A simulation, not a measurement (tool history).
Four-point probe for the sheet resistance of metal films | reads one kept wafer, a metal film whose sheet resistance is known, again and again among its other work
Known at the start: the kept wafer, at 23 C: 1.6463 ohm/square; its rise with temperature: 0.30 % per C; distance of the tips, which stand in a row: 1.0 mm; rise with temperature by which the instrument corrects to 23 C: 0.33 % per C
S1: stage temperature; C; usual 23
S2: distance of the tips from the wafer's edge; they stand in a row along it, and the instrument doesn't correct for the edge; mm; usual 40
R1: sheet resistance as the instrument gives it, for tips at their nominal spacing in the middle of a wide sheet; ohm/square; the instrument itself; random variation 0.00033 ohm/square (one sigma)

run,hour,S1,S2,R1
1,0,23,40,1.647365
2,79.4,23,40,1.647519
3,117.7,23,40,1.647644
4,185.8,23,40,1.647759
5,252.4,23,40,1.648001
6,339.2,23,40,1.648726
7,378.4,23,40,1.648141
8,414.7,27,40,1.646118
9,482,27,40,1.647169
10,566.7,27,40,1.646589
11,623.2,32,5,1.678879
12,685,18,16,1.655812
13,751.6,22,40,1.650479
14,792.8,31,6,1.669604

4 ways to go on from here, each from the tool as it stands after run 14. What would each give?
A,847.1,31,17,?
B,847.1,31,17,?
C,847.1,19,6,?
D,847.1,18,6,?

run,R1
A,1.647778
B,1.648308
C,1.676623
D,1.677032
Without the tool's hidden state the same runs would have given:
run,R1
A,1.644268
B,1.644797
C,1.673144
D,1.673559
